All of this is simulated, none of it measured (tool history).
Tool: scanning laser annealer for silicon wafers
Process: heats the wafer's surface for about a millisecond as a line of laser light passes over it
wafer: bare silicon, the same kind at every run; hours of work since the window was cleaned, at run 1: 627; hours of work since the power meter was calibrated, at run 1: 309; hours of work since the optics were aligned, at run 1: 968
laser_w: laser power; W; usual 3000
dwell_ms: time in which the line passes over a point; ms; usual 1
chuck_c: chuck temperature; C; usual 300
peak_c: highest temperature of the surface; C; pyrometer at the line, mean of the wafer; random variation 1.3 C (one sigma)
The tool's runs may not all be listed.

run	hour	laser_w	dwell_ms	chuck_c	hours of work since the window was cleaned	hours of work since the power meter was calibrated	hours of work since the optics were aligned	peak_c
1	0	3000	1	300	627	309	968	976
2	9.6	3000	1	300	633	315	975	977
3	22.7	3000	1	300	642	324	983	975
4	41.8	3000	1	300	655	337	996	975
5	54	3000	1	300	663	345	1004	976
6	69.1	3000	1	291	673	355	1014	965
7	82.4	3000	1	291	682	364	1023	963
8	99	3000	1	291	693	375	1034	966
9	109.7	3000	0.9	300	700	382	1041	937
10	123.3	3000	0.9	300	709	391	1050	935
11	145.3	3000	0.9	300	724	405	1065	938
12	168.6	3000	0.9	294	739	421	1081	930
13	180.4	3000	0.9	294	747	429	1088	933
14	193.9	3000	0.9	294	756	438	1097	929
15	205.1	3000	1.07	324	764	445	1105	1019
16	223.7	3160	0.73	324	776	458	1117	933
17	236.5	2988	1.01	330	784	466	1126	1002
18	252	2988	1.01	322	795	477	1136	995
19	274.3	2988	1.01	322	810	492	1151	993
20	291.9	2935	0.7	313	821	503	1163	852
21	305.4	2935	0.7	313	830	512	1172	852
22	327.3	2747	1.04	338	845	527	1186	946
23	336.9	2665	0.94	319	851	533	1193	872
24	360.1	2614	0.75	330	867	549	1208	807
25	375.9	3264	1.16	332	877	559	1219	1142
26	396.3	3264	1.16	296	891	573	1232	1107
27	408.3	3264	1.16	296	899	581	1240	1106

5 ways to go on from here, each from the tool as it stands after run 27. What would each give?
A	423.1	2786	0.81	315	909	591	1250	?
B	423.1	3004	0.77	270	909	591	1250	?
C	423.1	3215	1.14	296	909	591	1250	?
D	423.1	3000	1	260	909	591	1250	?
E	423.1	3264	0.92	296	909	591	1250	?

run	peak_c
A	857
B	853
C	1081
D	929
E	1013
Without the tool's hidden state the same runs would have given:
run	peak_c
A	887
B	886
C	1125
D	966
E	1053
